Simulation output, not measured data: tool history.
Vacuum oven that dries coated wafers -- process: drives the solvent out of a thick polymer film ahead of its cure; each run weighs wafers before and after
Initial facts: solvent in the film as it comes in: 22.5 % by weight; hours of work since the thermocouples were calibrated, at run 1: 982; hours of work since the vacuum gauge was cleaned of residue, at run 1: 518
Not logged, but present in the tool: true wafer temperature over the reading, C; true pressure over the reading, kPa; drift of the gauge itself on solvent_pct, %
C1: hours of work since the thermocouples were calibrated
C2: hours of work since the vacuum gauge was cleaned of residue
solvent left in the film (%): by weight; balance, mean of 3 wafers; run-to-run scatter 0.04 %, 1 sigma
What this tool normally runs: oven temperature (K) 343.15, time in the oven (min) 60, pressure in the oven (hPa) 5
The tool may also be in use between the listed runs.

run 1 hour=0 | oven_temperature_(K)=343.15 time_in_the_oven_(min)=60 pressure_in_the_oven_(hPa)=5 | C1=982 C2=518 | solvent_left_in_the_film_(%)=5.36
run 2 hour=40.3 | oven_temperature_(K)=343.15 time_in_the_oven_(min)=60 pressure_in_the_oven_(hPa)=5 | C1=1004 C2=539 | solvent_left_in_the_film_(%)=5.47
run 3 hour=61.8 | oven_temperature_(K)=343.15 time_in_the_oven_(min)=31 pressure_in_the_oven_(hPa)=5 | C1=1015 C2=551 | solvent_left_in_the_film_(%)=9.67
run 4 hour=80.6 | oven_temperature_(K)=343.15 time_in_the_oven_(min)=31 pressure_in_the_oven_(hPa)=5 | C1=1025 C2=561 | solvent_left_in_the_film_(%)=9.64
run 5 hour=103.5 | oven_temperature_(K)=343.15 time_in_the_oven_(min)=91 pressure_in_the_oven_(hPa)=5 | C1=1038 C2=573 | solvent_left_in_the_film_(%)=3.07
run 6 hour=122.8 | oven_temperature_(K)=343.15 time_in_the_oven_(min)=69 pressure_in_the_oven_(hPa)=5 | C1=1048 C2=584 | solvent_left_in_the_film_(%)=4.57
run 7 hour=141.1 | oven_temperature_(K)=343.15 time_in_the_oven_(min)=69 pressure_in_the_oven_(hPa)=5 | C1=1058 C2=593 | solvent_left_in_the_film_(%)=4.61
run 8 hour=163.5 | oven_temperature_(K)=343.15 time_in_the_oven_(min)=69 pressure_in_the_oven_(hPa)=5 | C1=1070 C2=605 | solvent_left_in_the_film_(%)=4.56
run 9 hour=203.5 | oven_temperature_(K)=343.15 time_in_the_oven_(min)=69 pressure_in_the_oven_(hPa)=5 | C1=1091 C2=627 | solvent_left_in_the_film_(%)=4.63
run 10 hour=225 | oven_temperature_(K)=343.15 time_in_the_oven_(min)=60 pressure_in_the_oven_(hPa)=10.97 | C1=1102 C2=638 | solvent_left_in_the_film_(%)=5.72
run 11 hour=261 | oven_temperature_(K)=343.15 time_in_the_oven_(min)=60 pressure_in_the_oven_(hPa)=10.97 | C1=1122 C2=657 | solvent_left_in_the_film_(%)=5.79
run 12 hour=284 | oven_temperature_(K)=343.15 time_in_the_oven_(min)=60 pressure_in_the_oven_(hPa)=10.97 | C1=1134 C2=670 | solvent_left_in_the_film_(%)=5.75
run 13 hour=314.2 | oven_temperature_(K)=355.15 time_in_the_oven_(min)=41 pressure_in_the_oven_(hPa)=16.95 | C1=1150 C2=686 | solvent_left_in_the_film_(%)=4.88
run 14 hour=330.6 | oven_temperature_(K)=355.15 time_in_the_oven_(min)=85 pressure_in_the_oven_(hPa)=16.95 | C1=1159 C2=695 | solvent_left_in_the_film_(%)=1.55
run 15 hour=358 | oven_temperature_(K)=353.15 time_in_the_oven_(min)=60 pressure_in_the_oven_(hPa)=2.76 | C1=1174 C2=709 | solvent_left_in_the_film_(%)=2.77
run 16 hour=393.6 | oven_temperature_(K)=337.15 time_in_the_oven_(min)=77 pressure_in_the_oven_(hPa)=5.23 | C1=1193 C2=728 | solvent_left_in_the_film_(%)=5.78
run 17 hour=422.9 | oven_temperature_(K)=331.15 time_in_the_oven_(min)=35 pressure_in_the_oven_(hPa)=7.82 | C1=1208 C2=744 | solvent_left_in_the_film_(%)=12.5
run 18 hour=454.7 | oven_temperature_(K)=345.15 time_in_the_oven_(min)=42 pressure_in_the_oven_(hPa)=8.49 | C1=1225 C2=761 | solvent_left_in_the_film_(%)=7.35
run 19 hour=490.5 | oven_temperature_(K)=347.15 time_in_the_oven_(min)=68 pressure_in_the_oven_(hPa)=14.76 | C1=1244 C2=780 | solvent_left_in_the_film_(%)=4.13
run 20 hour=522.2 | oven_temperature_(K)=347.15 time_in_the_oven_(min)=68 pressure_in_the_oven_(hPa)=14.76 | C1=1261 C2=797 | solvent_left_in_the_film_(%)=4.06
run 21 hour=549.6 | oven_temperature_(K)=347.15 time_in_the_oven_(min)=68 pressure_in_the_oven_(hPa)=14.76 | C1=1276 C2=812 | solvent_left_in_the_film_(%)=4.08
run 22 hour=589.6 | oven_temperature_(K)=347.15 time_in_the_oven_(min)=68 pressure_in_the_oven_(hPa)=14.76 | C1=1297 C2=833 | solvent_left_in_the_film_(%)=4.16

Predict each of these 5 candidate next runs independently; none follows another, all start after run 22:
run A hour=620.2 | oven_temperature_(K)=333.15 time_in_the_oven_(min)=42 pressure_in_the_oven_(hPa)=11.91 | C1=1314 C2=849 | solvent_left_in_the_film_(%)=?
run B hour=620.2 | oven_temperature_(K)=345.15 time_in_the_oven_(min)=68 pressure_in_the_oven_(hPa)=2.72 | C1=1314 C2=849 | solvent_left_in_the_film_(%)=?
run C hour=620.2 | oven_temperature_(K)=347.15 time_in_the_oven_(min)=82 pressure_in_the_oven_(hPa)=14.76 | C1=1314 C2=849 | solvent_left_in_the_film_(%)=?
run D hour=620.2 | oven_temperature_(K)=347.15 time_in_the_oven_(min)=68 pressure_in_the_oven_(hPa)=13.59 | C1=1314 C2=849 | solvent_left_in_the_film_(%)=?
run E hour=620.2 | oven_temperature_(K)=347.15 time_in_the_oven_(min)=76 pressure_in_the_oven_(hPa)=14.76 | C1=1314 C2=849 | solvent_left_in_the_film_(%)=?

run=A solvent_left_in_the_film_(%)=11.11
run=B solvent_left_in_the_film_(%)=4.13
run=C solvent_left_in_the_film_(%)=3.12
run=D solvent_left_in_the_film_(%)=3.97
run=E solvent_left_in_the_film_(%)=3.5
What these runs would have given with no unlogged condition in the tool:
run=A solvent_left_in_the_film_(%)=10.72
run=B solvent_left_in_the_film_(%)=3.76
run=C solvent_left_in_the_film_(%)=2.79
run=D solvent_left_in_the_film_(%)=3.62
run=E solvent_left_in_the_film_(%)=3.16
